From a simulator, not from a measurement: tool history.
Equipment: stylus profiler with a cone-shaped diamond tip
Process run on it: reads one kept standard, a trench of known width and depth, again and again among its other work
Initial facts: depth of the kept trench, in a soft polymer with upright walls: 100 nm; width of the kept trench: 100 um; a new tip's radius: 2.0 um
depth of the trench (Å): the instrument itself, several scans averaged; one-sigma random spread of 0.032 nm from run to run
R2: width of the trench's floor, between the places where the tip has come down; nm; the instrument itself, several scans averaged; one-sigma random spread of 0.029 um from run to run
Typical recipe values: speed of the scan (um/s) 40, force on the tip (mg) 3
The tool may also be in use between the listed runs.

run 1 hour=0 | speed_of_the_scan_(um/s)=40 force_on_the_tip_(mg)=3 | depth_of_the_trench_(Å)=1018.8 R2=98560
run 2 hour=43.6 | speed_of_the_scan_(um/s)=40 force_on_the_tip_(mg)=3 | depth_of_the_trench_(Å)=1018.5 R2=98500
run 3 hour=74.5 | speed_of_the_scan_(um/s)=40 force_on_the_tip_(mg)=3 | depth_of_the_trench_(Å)=1018.6 R2=98530
run 4 hour=98.7 | speed_of_the_scan_(um/s)=40 force_on_the_tip_(mg)=3 | depth_of_the_trench_(Å)=1019.4 R2=98510
run 5 hour=142.1 | speed_of_the_scan_(um/s)=40 force_on_the_tip_(mg)=3 | depth_of_the_trench_(Å)=1019.1 R2=98490
run 6 hour=187.5 | speed_of_the_scan_(um/s)=40 force_on_the_tip_(mg)=3 | depth_of_the_trench_(Å)=1019.4 R2=98450
run 7 hour=220.1 | speed_of_the_scan_(um/s)=88 force_on_the_tip_(mg)=1.04 | depth_of_the_trench_(Å)=1010.6 R2=98160
-- hour=225.1 height scale calibrated on a step standard
run 8 hour=268.7 | speed_of_the_scan_(um/s)=16 force_on_the_tip_(mg)=1.28 | depth_of_the_trench_(Å)=1011.6 R2=98520
run 9 hour=300.6 | speed_of_the_scan_(um/s)=16 force_on_the_tip_(mg)=1.28 | depth_of_the_trench_(Å)=1011.9 R2=98500
run 10 hour=338.4 | speed_of_the_scan_(um/s)=47 force_on_the_tip_(mg)=4.1 | depth_of_the_trench_(Å)=1023.9 R2=98490
run 11 hour=379.1 | speed_of_the_scan_(um/s)=47 force_on_the_tip_(mg)=4.1 | depth_of_the_trench_(Å)=1023.9 R2=98480
run 12 hour=426.7 | speed_of_the_scan_(um/s)=47 force_on_the_tip_(mg)=4.1 | depth_of_the_trench_(Å)=1024.4 R2=98480

Forecast each of these 4 alternatives for the next run:
-- hour=444.5 height scale calibrated on a step standard, once more
run A hour=470.4 | speed_of_the_scan_(um/s)=139 force_on_the_tip_(mg)=1.42 | depth_of_the_trench_(Å)=? R2=?
-- hour=444.5 height scale calibrated on a step standard, once more
run B hour=470.4 | speed_of_the_scan_(um/s)=21 force_on_the_tip_(mg)=2.81 | depth_of_the_trench_(Å)=? R2=?
-- hour=444.5 height scale calibrated on a step standard, once more
run C hour=470.4 | speed_of_the_scan_(um/s)=87 force_on_the_tip_(mg)=3 | depth_of_the_trench_(Å)=? R2=?
-- hour=444.5 height scale calibrated on a step standard, once more
run D hour=470.4 | speed_of_the_scan_(um/s)=47 force_on_the_tip_(mg)=3.52 | depth_of_the_trench_(Å)=? R2=?

run=A depth_of_the_trench_(Å)=1010.4 R2=97980
run=B depth_of_the_trench_(Å)=1017.3 R2=98480
run=C depth_of_the_trench_(Å)=1017.8 R2=98290
run=D depth_of_the_trench_(Å)=1019.2 R2=98450
With no hidden state in the tool, these same runs would have given:
run=A depth_of_the_trench_(Å)=1010.4 R2=98170
run=B depth_of_the_trench_(Å)=1017.3 R2=98670
run=C depth_of_the_trench_(Å)=1017.8 R2=98480
run=D depth_of_the_trench_(Å)=1019.2 R2=98640
